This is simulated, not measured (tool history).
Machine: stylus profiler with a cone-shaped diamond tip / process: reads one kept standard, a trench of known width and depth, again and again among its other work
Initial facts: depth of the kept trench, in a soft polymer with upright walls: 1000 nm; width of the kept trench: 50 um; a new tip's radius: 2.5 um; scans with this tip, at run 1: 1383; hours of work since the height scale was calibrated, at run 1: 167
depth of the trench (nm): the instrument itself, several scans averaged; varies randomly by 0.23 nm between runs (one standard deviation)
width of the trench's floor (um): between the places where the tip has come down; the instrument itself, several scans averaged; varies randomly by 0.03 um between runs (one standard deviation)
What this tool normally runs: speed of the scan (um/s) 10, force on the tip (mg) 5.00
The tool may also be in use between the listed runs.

run	hour	speed of the scan (um/s)	force on the tip (mg)	scans with this tip	hours of work since the height scale was calibrated	depth of the trench (nm)	width of the trench's floor (um)
1	0.0	10	5.00	1383	167	1018.77	45.61
2	13.7	10	10.97	1434	173	1032.30	45.58
3	22.7	39	5.00	1467	177	1019.01	45.47
4	33.4	39	5.00	1506	182	1019.05	45.41
5	45.0	10	3.82	1549	187	1015.29	45.47
6	58.7	10	3.82	1600	193	1015.82	45.52
7	71.6	10	5.00	1647	199	1018.77	45.55
8	87.0	20	5.00	1704	206	1018.69	45.44
9	104.3	10	14.43	1768	213	1038.88	45.58
10	118.5	10	12.20	1821	220	1034.51	45.43
11	127.5	10	12.20	1854	224	1034.71	45.47
12	141.5	21	3.25	1906	230	1013.97	45.35
13	159.1	2	5.84	1971	238	1021.12	45.51
14	166.7	2	6.10	1999	241	1020.99	45.46
15	178.4	2	6.10	2042	246	1021.24	45.46
16	188.5	12	3.35	2079	251	1014.16	45.30
17	204.4	14	4.16	2138	258	1016.36	45.42
18	218.1	16	11.89	2189	264	1033.86	45.37
19	230.3	16	11.89	2234	270	1033.63	45.35
20	243.1	2	10.79	2281	275	1031.89	45.36
21	256.0	2	2.89	2328	281	1012.40	45.36

Below are 5 alternative next runs, each starting from the tool's condition after run 21. Predict each:
A	270.5	11	5.80	2382	287	?	?
B	270.5	2	8.04	2382	287	?	?
C	270.5	33	1.94	2382	287	?	?
D	270.5	5	7.66	2382	287	?	?
E	270.5	2	2.71	2382	287	?	?

run	depth of the trench (nm)	width of the trench's floor (um)
A	1020.23	45.33
B	1025.65	45.35
C	1009.07	45.05
D	1025.00	45.34
E	1011.91	45.36
With no hidden state in the tool, these same runs would have given:
run	depth of the trench (nm)	width of the trench's floor (um)
A	1021.38	45.97
B	1026.81	46.00
C	1010.21	45.70
D	1026.15	45.99
E	1013.05	46.01

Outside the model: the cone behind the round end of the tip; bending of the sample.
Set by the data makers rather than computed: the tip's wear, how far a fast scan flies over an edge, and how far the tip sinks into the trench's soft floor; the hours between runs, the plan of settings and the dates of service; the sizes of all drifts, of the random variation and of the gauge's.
